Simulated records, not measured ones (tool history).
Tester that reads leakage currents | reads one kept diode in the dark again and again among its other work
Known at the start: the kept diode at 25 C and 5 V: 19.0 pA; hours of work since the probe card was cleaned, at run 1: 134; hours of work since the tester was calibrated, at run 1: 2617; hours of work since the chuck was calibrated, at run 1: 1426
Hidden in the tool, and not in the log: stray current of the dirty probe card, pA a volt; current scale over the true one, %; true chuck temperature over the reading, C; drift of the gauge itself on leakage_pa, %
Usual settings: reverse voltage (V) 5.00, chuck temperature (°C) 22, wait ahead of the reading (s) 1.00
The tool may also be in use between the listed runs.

run,day,reverse voltage (V),chuck temperature (°C),wait ahead of the reading (s),hours of work since the probe card was cleaned,hours of work since the tester was calibrated,hours of work since the chuck was calibrated,current that the tester gives (pA)
1,0.000,5.00,22,1.00,134,2617,1426,13.54
2,4.538,5.00,22,1.00,203,2686,1495,13.66
3,11.146,5.00,22,1.00,304,2787,1596,14.08
4,16.396,5.00,22,1.00,384,2867,1676,14.57
5,24.242,5.00,22,1.00,504,2987,1796,15.05
6,30.150,5.99,22,1.00,594,3077,1886,16.84
# day 31.908: tester calibrated
7,36.671,1.49,22,1.00,693,73,1984,8.48
8,44.329,1.49,22,1.00,810,190,2101,8.62
# day 46.475: chuck's temperature calibrated
9,51.988,1.49,22,1.00,925,305,84,7.73
10,58.562,1.49,22,1.00,1025,406,184,7.87
# day 59.050: probe card cleaned and baked
11,65.933,1.49,22,1.00,105,516,295,6.34
12,73.550,1.49,22,1.00,221,632,411,6.53
# day 78.988: chuck's temperature calibrated, once more
13,79.717,1.49,22,1.00,314,725,11,9.50
14,86.688,1.49,22,1.00,421,832,118,9.54
15,92.208,1.49,22,1.00,505,916,202,9.55
16,97.808,1.49,22,1.00,590,1001,287,9.66
17,104.829,1.49,22,0.97,698,1109,394,9.70
18,108.925,1.49,22,0.97,760,1171,457,9.79
19,115.175,5.00,22,0.44,855,1267,552,19.27
20,122.554,5.00,22,0.44,968,1379,665,19.68
# day 126.842: probe card cleaned and baked
21,127.483,5.00,22,3.82,10,1453,738,13.72
22,133.696,15.90,22,1.00,105,1547,833,24.84
23,139.775,5.00,60,0.55,197,1640,926,279.96
24,144.567,5.00,60,0.55,271,1713,999,278.97
25,149.383,2.15,22,1.00,344,1787,1073,10.18
26,153.458,5.66,39,3.73,406,1849,1135,60.88
27,157.083,5.66,39,5.50,462,1904,1190,60.69
28,162.879,4.79,46,4.98,550,1993,1279,96.23
29,170.650,1.11,24,1.59,669,2111,1397,9.13
30,177.575,1.86,29,4.38,774,2217,1503,17.05
31,182.238,1.86,29,4.38,846,2288,1574,16.95
32,188.350,8.36,22,0.54,939,2382,1667,24.65
# day 194.638: probe card cleaned and baked
33,194.917,8.36,48,3.89,4,2480,1766,131.07
34,202.246,8.92,27,2.52,116,2592,1878,25.27
35,206.025,11.90,41,2.67,174,2650,1935,88.49
36,209.458,5.00,22,0.86,226,2702,1988,13.60
37,215.100,14.72,28,1.00,312,2788,2074,37.30
38,218.462,1.69,52,3.82,364,2839,2125,90.68

Forecast each of these 3 alternatives for the next run:
# day 219.033: chuck's temperature calibrated
A,225.029,1.43,45,0.42,463,2938,91,?
# day 219.033: chuck's temperature calibrated
B,225.029,19.88,41,3.82,463,2938,91,?
# day 219.033: chuck's temperature calibrated
C,225.029,18.06,35,1.00,463,2938,91,?

run,current that the tester gives (pA)
A,59.32
B,134.32
C,83.81
Without the tool's hidden state the same runs would have given:
run,current that the tester gives (pA)
A,59.67
B,127.23
C,76.73
